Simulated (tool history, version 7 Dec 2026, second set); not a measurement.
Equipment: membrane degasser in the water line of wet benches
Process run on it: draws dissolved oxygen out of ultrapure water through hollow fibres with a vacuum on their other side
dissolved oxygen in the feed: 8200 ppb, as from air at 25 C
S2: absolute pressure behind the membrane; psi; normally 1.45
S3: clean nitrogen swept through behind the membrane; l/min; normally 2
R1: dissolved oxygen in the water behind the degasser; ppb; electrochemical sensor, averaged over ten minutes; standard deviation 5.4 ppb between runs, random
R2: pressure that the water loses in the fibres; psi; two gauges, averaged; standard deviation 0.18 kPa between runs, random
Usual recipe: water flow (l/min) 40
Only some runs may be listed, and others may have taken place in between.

{"run": 1, "hour": 0.0, "water flow (l/min)": 40, "S2": 1.45, "S3": 2, "R1": 536.4, "R2": 4.501}
{"run": 2, "hour": 71.8, "water flow (l/min)": 40, "S2": 1.45, "S3": 3.32, "R1": 430.2, "R2": 4.505}
{"run": 3, "hour": 115.5, "water flow (l/min)": 40, "S2": 1.45, "S3": 3.75, "R1": 418.9, "R2": 4.509}
{"run": 4, "hour": 192.4, "water flow (l/min)": 40, "S2": 0.97, "S3": 3.75, "R1": 340.7, "R2": 4.489}
{"run": 5, "hour": 262.7, "water flow (l/min)": 40, "S2": 0.97, "S3": 3.75, "R1": 343.7, "R2": 4.472}
{"run": 6, "hour": 305.3, "water flow (l/min)": 40, "S2": 1.45, "S3": 1.6, "R1": 595.5, "R2": 4.524}
{"run": 7, "hour": 371.5, "water flow (l/min)": 40, "S2": 1.45, "S3": 1.6, "R1": 596.9, "R2": 4.493}
{"run": 8, "hour": 460.3, "water flow (l/min)": 40, "S2": 1.45, "S3": 2, "R1": 536.6, "R2": 4.479}
{"run": 9, "hour": 510.3, "water flow (l/min)": 40, "S2": 1.45, "S3": 2, "R1": 538, "R2": 4.464}
{"run": 10, "hour": 578.6, "water flow (l/min)": 40, "S2": 1.45, "S3": 2, "R1": 543.6, "R2": 4.588}
{"run": 11, "hour": 647.7, "water flow (l/min)": 40, "S2": 1.45, "S3": 2, "R1": 544.3, "R2": 4.474}
{"run": 12, "hour": 689.2, "water flow (l/min)": 44, "S2": 1.45, "S3": 2, "R1": 604.4, "R2": 5.011}
{"run": 13, "hour": 769.7, "water flow (l/min)": 62, "S2": 1.45, "S3": 2, "R1": 855.7, "R2": 7.078}
{"run": 14, "hour": 812.8, "water flow (l/min)": 24, "S2": 3.36, "S3": 2.58, "R1": 517, "R2": 2.68}
{"run": 15, "hour": 881.6, "water flow (l/min)": 27, "S2": 1.83, "S3": 0.81, "R1": 735.9, "R2": 3.108}
{"run": 16, "hour": 918.2, "water flow (l/min)": 27, "S2": 1.83, "S3": 0.81, "R1": 710.7, "R2": 3.098}
{"run": 17, "hour": 973.5, "water flow (l/min)": 40, "S2": 1.61, "S3": 1.86, "R1": 596.3, "R2": 4.595}

What if the next run were any one of these 5? Each begins from the tool's condition after run 17:
{"run": "A", "hour": 1031.5, "water flow (l/min)": 29, "S2": 2.35, "S3": 2, "R1": "?", "R2": "?"}
{"run": "B", "hour": 1031.5, "water flow (l/min)": 35, "S2": 1.38, "S3": 1.86, "R1": "?", "R2": "?"}
{"run": "C", "hour": 1031.5, "water flow (l/min)": 63, "S2": 1.45, "S3": 2, "R1": "?", "R2": "?"}
{"run": "D", "hour": 1031.5, "water flow (l/min)": 40, "S2": 1.61, "S3": 4.88, "R1": "?", "R2": "?"}
{"run": "E", "hour": 1031.5, "water flow (l/min)": 56, "S2": 1.45, "S3": 2, "R1": "?", "R2": "?"}

run=A R1=547.2 R2=3.32
run=B R1=451.3 R2=4.025
run=C R1=897.5 R2=7.266
run=D R1=407.6 R2=4.612
run=E R1=771.7 R2=6.457
Without the tool's hidden state the same runs would have given:
run=A R1=546.9 R2=3.25
run=B R1=450.9 R2=3.939
run=C R1=896.9 R2=7.113
run=D R1=407.2 R2=4.515
run=E R1=771.1 R2=6.321
